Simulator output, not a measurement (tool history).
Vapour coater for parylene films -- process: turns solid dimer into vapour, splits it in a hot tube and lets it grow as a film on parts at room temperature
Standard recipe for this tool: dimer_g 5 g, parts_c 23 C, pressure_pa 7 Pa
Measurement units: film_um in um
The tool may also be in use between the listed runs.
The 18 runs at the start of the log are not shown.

| run | hour | dimer_g | parts_c | pressure_pa | film_um |
|---|---|---|---|---|---|
| 19 | 1006.1 | 5 | 15 | 7 | 3.46 |
| 20 | 1067.3 | 3 | 24 | 4.47 | 1.59 |
| 21 | 1120.6 | 3 | 24 | 4.47 | 1.62 |
| 22 | 1193.5 | 3 | 31 | 4.47 | 1.21 |
| 23 | 1236.6 | 3 | 31 | 4.47 | 1.19 |
| 24 | 1292.8 | 3 | 31 | 4.47 | 1.19 |
| 25 | 1373.8 | 3 | 31 | 4.47 | 1.18 |
| 26 | 1419.5 | 4 | 31 | 2.21 | 1.84 |
| 27 | 1464.1 | 4 | 26 | 4.14 | 1.95 |
| 28 | 1507.9 | 4 | 26 | 4.14 | 1.94 |
| 29 | 1555.4 | 3 | 25 | 7 | 1.34 |
| 30 | 1618.7 | 3 | 17 | 10.54 | 1.67 |
| 31 | 1663.9 | 3 | 17 | 11.82 | 1.6 |

What if the next run were any one of these 4? Each begins from the tool's condition after run 31:
| A | 1720.4 | 8 | 22 | 9.09 | ? |
| B | 1720.4 | 4 | 19 | 7.54 | ? |
| C | 1720.4 | 3 | 17 | 2.31 | ? |
| D | 1720.4 | 4 | 23 | 2.15 | ? |

| run | film_um |
|---|---|
| A | 3.72 |
| B | 2.19 |
| C | 2.04 |
| D | 2.5 |
Without the tool's hidden state the same runs would have given:
| run | film_um |
|---|---|
| A | 3.95 |
| B | 2.33 |
| C | 2.21 |
| D | 2.65 |
